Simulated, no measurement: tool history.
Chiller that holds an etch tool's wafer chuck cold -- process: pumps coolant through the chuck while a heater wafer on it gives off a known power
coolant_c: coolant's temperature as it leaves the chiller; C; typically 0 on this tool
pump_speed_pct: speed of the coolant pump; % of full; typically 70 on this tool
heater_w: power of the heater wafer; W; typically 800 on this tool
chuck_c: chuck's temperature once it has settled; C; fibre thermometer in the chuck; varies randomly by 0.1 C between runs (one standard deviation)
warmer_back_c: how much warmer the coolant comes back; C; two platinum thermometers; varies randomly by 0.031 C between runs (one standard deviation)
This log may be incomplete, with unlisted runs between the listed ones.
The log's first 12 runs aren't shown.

run    hour  coolant_c  pump_speed_pct  heater_w  hours since the coolant was changed and the channels were flushed  hours since the pump was overhauled  hours since the chiller's thermometer was calibrated  chuck_c  warmer_back_c
 13     477          2              70       800                                                               1901                                 1756                                                  2489     10.9           3.04
 14     526          2              70       800                                                               1950                                 1805                                                  2538     10.8           3.07
 15     552          2              70       800                                                               1976                                 1831                                                  2564       11           3.08
 16   578.3          2              70       800                                                               2002                                 1857                                                  2591     10.9           3.08
 17   615.1          1              65       791                                                               2039                                 1894                                                  2627     10.5           3.24
 18   666.1          6              85      1033                                                               2090                                 1945                                                  2678       16           3.17
 19   702.8          4              85       405                                                               2127                                 1982                                                  2715      8.4           1.32
      710.2  -- coolant pump overhauled
 20   741.1        -10              88       800                                                               2160                                   31                                                  2748     -1.8           2.47
 21   768.7          0              99       740                                                               2188                                   58                                                  2776      6.9           1.99
 22   818.2         -6              99       573                                                               2237                                  108                                                  2826     -0.2            1.6
 23   864.9         10              86       811                                                               2284                                  155                                                  2872     18.4           2.64
 24   898.3          2              90       445                                                               2317                                  188                                                  2906      6.6           1.33
 25   945.4         -8              70       727                                                               2364                                  235                                                  2953      0.7              3
 26     989         -3              91       546                                                               2408                                  279                                                  2996      2.9           1.62
     1006.6  -- coolant pump overhauled, once more
 27    1025         -1              95      1015                                                               2439                                   18                                                  3027      8.2           2.52
 28  1060.4         -1              95      1015                                                               2474                                   54                                                  3063      8.2           2.54
 29  1084.6         -1              95      1015                                                               2498                                   78                                                  3087        8           2.56
 30  1135.5         -6              69       738                                                               2549                                  129                                                  3138      2.5           2.68
 31  1171.3          0              79       800                                                               2585                                  165                                                  3174      8.2           2.47

Branching from run 31: 3 alternative next runs. What would each branch give?
  A  1223.6          0              68       434                                                               2637                                  217                                                  3226        ?              ?
  B  1223.6          0              62       545                                                               2637                                  217                                                  3226        ?              ?
  C  1223.6         -8              82      1010                                                               2637                                  217                                                  3226        ?              ?

run  chuck_c  warmer_back_c
  A      5.3           1.64
  B      6.9           2.27
  C      2.1           3.02
What these runs would have given with no unlogged condition in the tool:
run  chuck_c  warmer_back_c
  A        4           1.64
  B      5.4           2.26
  C      0.1           3.01
